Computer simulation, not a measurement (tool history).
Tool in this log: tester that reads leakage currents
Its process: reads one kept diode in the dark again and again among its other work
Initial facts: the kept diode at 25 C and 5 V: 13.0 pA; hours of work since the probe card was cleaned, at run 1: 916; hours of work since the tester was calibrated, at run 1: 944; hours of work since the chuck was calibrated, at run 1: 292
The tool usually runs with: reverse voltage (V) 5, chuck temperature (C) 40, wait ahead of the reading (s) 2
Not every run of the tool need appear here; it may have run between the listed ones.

run,day,reverse voltage (V),chuck temperature (C),wait ahead of the reading (s),hours of work since the probe card was cleaned,hours of work since the tester was calibrated,hours of work since the chuck was calibrated,current that the tester gives (pA)
1,0,5,40,2,916,944,292,41.47
2,1.121,5,40,5.72,934,962,310,41.45
3,2.617,5,40,5.72,958,986,334,41.49
4,4.25,5,40,5.72,984,1012,360,41.59
5,5.421,5,40,5.72,1003,1031,378,41.87
6,6.862,5,40,5.72,1026,1054,402,41.66
7,8.267,5,32,2,1048,1076,424,26.64
8,9.179,5,32,2,1063,1091,439,26.63
9,10.117,5,32,2,1078,1106,454,26.69
10,11.8,5,32,2,1105,1133,480,26.91
11,13.021,5,32,2,1124,1153,500,26.91
12,14.021,5,40,2,1140,1169,516,42.54
13,14.967,5,43,2,1155,1184,531,50.53
14,16.312,5,43,2,1177,1205,553,50.67
15,17.867,5,43,2,1202,1230,578,51.17
16,19.45,5,43,2,1227,1255,603,50.89
17,20.458,5,43,2,1243,1272,619,50.78
18,21.258,13.24,43,2,1256,1284,632,81.06
19,22.812,13.24,43,2,1281,1309,657,81.43
20,24.621,1.85,40,2,1310,1338,686,27.39
21,26.283,5,40,1.89,1336,1365,712,42.95
22,27.938,14.83,40,2.62,1363,1391,739,74.64
# day 28.146: tester calibrated
23,29.725,5,39,0.66,1390,25,766,42.3
24,31.496,2.09,44,8.13,1418,54,794,36.56
25,32.479,2.09,44,8.13,1434,69,810,36.49
26,33.35,2.09,44,8.13,1448,83,824,36.54
27,34.788,1.07,48,2,1471,106,847,35.28
28,36.458,5.13,47,2,1498,133,874,65.32
# day 36.712: tester calibrated, once more
29,37.483,5.13,47,2,1513,12,889,64.87
30,38.454,9.32,22,2,1528,28,904,27.23
31,39.288,1.29,32,2.71,1542,41,918,14.29
# day 40.442: chuck's temperature calibrated
32,40.567,17.61,23,2.71,1561,60,2,45.74
33,41.621,5.98,24,0.62,1578,77,19,24.14
34,42.779,8.83,54,1.26,1596,96,37,128.46
35,43.742,2.58,59,1.02,1612,111,53,101.03
36,44.583,5.54,38,2.22,1625,125,66,42.56
37,45.492,5.54,58,2.22,1640,139,81,130.37
38,46.392,5.74,51,2.53,1654,154,95,89.42
39,47.254,2.08,48,2,1668,167,109,48
40,48.517,6.64,38,0.56,1688,188,129,49.78

Some steps in current that the tester gives (pA), run to run, broken into two amounts with sign: the step expected even without the hidden condition (settings, incoming material, random variation), and the rest, left for the hidden condition together with whatever gauge scatter is not in both the measured and the hidden-condition-free result:
Hidden conditions of the tool in this case: stray current of the dirty probe card, pA a volt; current scale over the true one, %; true chuck temperature over the reading, C; drift of the gauge itself on leakage_pa, %.
Run 19 -> 20: reverse voltage (V) 13.24 -> 1.85, chuck temperature (C) 43 -> 40. current that the tester gives (pA) -54.04: hidden state -12.24, all else -41.8.
Run 31 -> 32: reverse voltage (V) 1.29 -> 17.61, chuck temperature (C) 32 -> 23, chuck's temperature calibrated. current that the tester gives (pA) +31.45: hidden state +24.41, all else +7.04.
Run 32 -> 33: reverse voltage (V) 17.61 -> 5.98, chuck temperature (C) 23 -> 24, wait ahead of the reading (s) 2.71 -> 0.62. current that the tester gives (pA) -21.6: hidden state -16.94, all else -4.66.
Run 33 -> 34: reverse voltage (V) 5.98 -> 8.83, chuck temperature (C) 24 -> 54, wait ahead of the reading (s) 0.62 -> 1.26. current that the tester gives (pA) +104.32: hidden state +3.6, all else +100.72.
Run 35 -> 36: reverse voltage (V) 2.58 -> 5.54, chuck temperature (C) 59 -> 38, wait ahead of the reading (s) 1.02 -> 2.22. current that the tester gives (pA) -58.47: hidden state +4.95, all else -63.42.
Run 36 -> 37: chuck temperature (C) 38 -> 58. current that the tester gives (pA) +87.81: hidden state -0.69, all else +88.5.

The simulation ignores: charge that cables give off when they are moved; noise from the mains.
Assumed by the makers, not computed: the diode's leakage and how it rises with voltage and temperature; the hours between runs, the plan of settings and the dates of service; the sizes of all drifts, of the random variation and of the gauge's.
